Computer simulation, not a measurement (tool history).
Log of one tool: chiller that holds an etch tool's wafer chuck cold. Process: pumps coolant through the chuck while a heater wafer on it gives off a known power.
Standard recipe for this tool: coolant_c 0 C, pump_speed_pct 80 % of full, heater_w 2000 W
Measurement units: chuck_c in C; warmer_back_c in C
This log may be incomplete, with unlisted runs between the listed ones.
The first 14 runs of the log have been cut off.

| run | hour | coolant_c | pump_speed_pct | heater_w | chuck_c | warmer_back_c |
|---|---|---|---|---|---|---|
| 15 | 927.7 | -6 | 80 | 2000 | 11.6 | 9.13 |
| 16 | 970.5 | -6 | 80 | 2000 | 11.8 | 9.13 |
| 17 | 1037.9 | -6 | 84 | 1206 | 4.1 | 5.24 |
| 18 | 1094.7 | 0 | 80 | 1028 | 9.1 | 4.67 |
|  | 1101 | chiller's thermometer calibrated |
| 19 | 1142.1 | 1 | 95 | 1725 | 14.3 | 6.7 |
| 20 | 1180 | -1 | 95 | 2498 | 18.4 | 9.66 |
| 21 | 1258.4 | -5 | 95 | 2748 | 16.4 | 10.67 |
|  | 1267.5 | chiller's thermometer calibrated, once more |
| 22 | 1328.8 | -5 | 95 | 2748 | 16.3 | 10.6 |
| 23 | 1375.4 | 0 | 65 | 1270 | 13.5 | 7.14 |
| 24 | 1429.9 | 0 | 75 | 1394 | 13.2 | 6.82 |
| 25 | 1470.5 | 8 | 66 | 1363 | 22.3 | 7.63 |
| 26 | 1560.4 | -9 | 99 | 2489 | 9.8 | 9.3 |
| 27 | 1625.6 | 0 | 69 | 2921 | 29.9 | 15.6 |
| 28 | 1698 | -5 | 69 | 2921 | 24.9 | 15.55 |
| 29 | 1760 | -5 | 69 | 2921 | 25 | 15.66 |
| 30 | 1828.7 | -2 | 86 | 2454 | 18.9 | 10.62 |
| 31 | 1893.1 | 7 | 67 | 2454 | 32.9 | 13.6 |
| 32 | 1973.9 | 2 | 72 | 2000 | 21.7 | 10.28 |

Alternative continuations, all from the tool just after run 32; predict every row:
| A | 2032.7 | 4 | 77 | 2000 | ? | ? |
| B | 2032.7 | 3 | 96 | 1178 | ? | ? |
| C | 2032.7 | 9 | 65 | 2000 | ? | ? |

| run | chuck_c | warmer_back_c |
|---|---|---|
| A | 22.8 | 9.65 |
| B | 12.2 | 4.55 |
| C | 30.6 | 11.41 |
Stripped of hidden state, with their random variation kept, the same runs would have yielded:
| run | chuck_c | warmer_back_c |
|---|---|---|
| A | 20.8 | 8.99 |
| B | 11.2 | 4.24 |
| C | 28.3 | 10.62 |
